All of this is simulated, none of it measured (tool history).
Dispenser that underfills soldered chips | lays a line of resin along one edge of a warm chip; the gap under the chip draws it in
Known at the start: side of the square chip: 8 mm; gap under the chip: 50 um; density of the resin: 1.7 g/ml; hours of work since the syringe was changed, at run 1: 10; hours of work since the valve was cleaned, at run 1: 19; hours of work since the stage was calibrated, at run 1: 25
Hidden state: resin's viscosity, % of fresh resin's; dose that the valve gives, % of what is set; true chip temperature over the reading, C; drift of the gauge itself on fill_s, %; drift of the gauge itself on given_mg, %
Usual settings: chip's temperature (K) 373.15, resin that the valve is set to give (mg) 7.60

run	hour	chip's temperature (K)	resin that the valve is set to give (mg)	hours of work since the syringe was changed	hours of work since the valve was cleaned	hours of work since the stage was calibrated	time until the resin shows at the far edge (s)	resin that the valve gave (mg)
1	0.0	373.15	7.60	10	19	25	69.7	7.58
# hour 2.6: new syringe of resin
2	3.6	373.15	7.60	1	21	27	46.0	7.53
3	7.7	373.15	7.60	3	24	30	52.6	7.55
4	10.7	362.15	7.60	6	26	32	94.2	7.55
5	13.6	362.15	7.60	7	28	34	103.2	7.48
6	15.6	362.15	7.60	9	30	35	109.8	7.45
7	19.1	373.15	7.81	11	32	38	73.3	7.74
# hour 20.3: new syringe of resin
8	23.8	360.15	7.66	2	35	41	93.0	7.59
9	26.7	371.15	7.87	4	37	43	60.0	7.74
10	30.6	371.15	7.87	7	40	45	65.5	7.79
11	33.6	368.15	7.60	9	42	47	82.0	7.49

Some steps in time until the resin shows at the far edge (s) between neighbouring runs. How much of each would the tool show without its hidden state too (settings, what came in, random variation), and how much is left for the hidden state, with any gauge scatter that isn't in both results?
Run 1 -> 2: new syringe of resin. time until the resin shows at the far edge (s) -23.7: hidden state -23.5, all else -0.2.
Run 3 -> 4: chip's temperature (K) 373.15 -> 362.15. time until the resin shows at the far edge (s) +41.6: hidden state +12.8, all else +28.8.
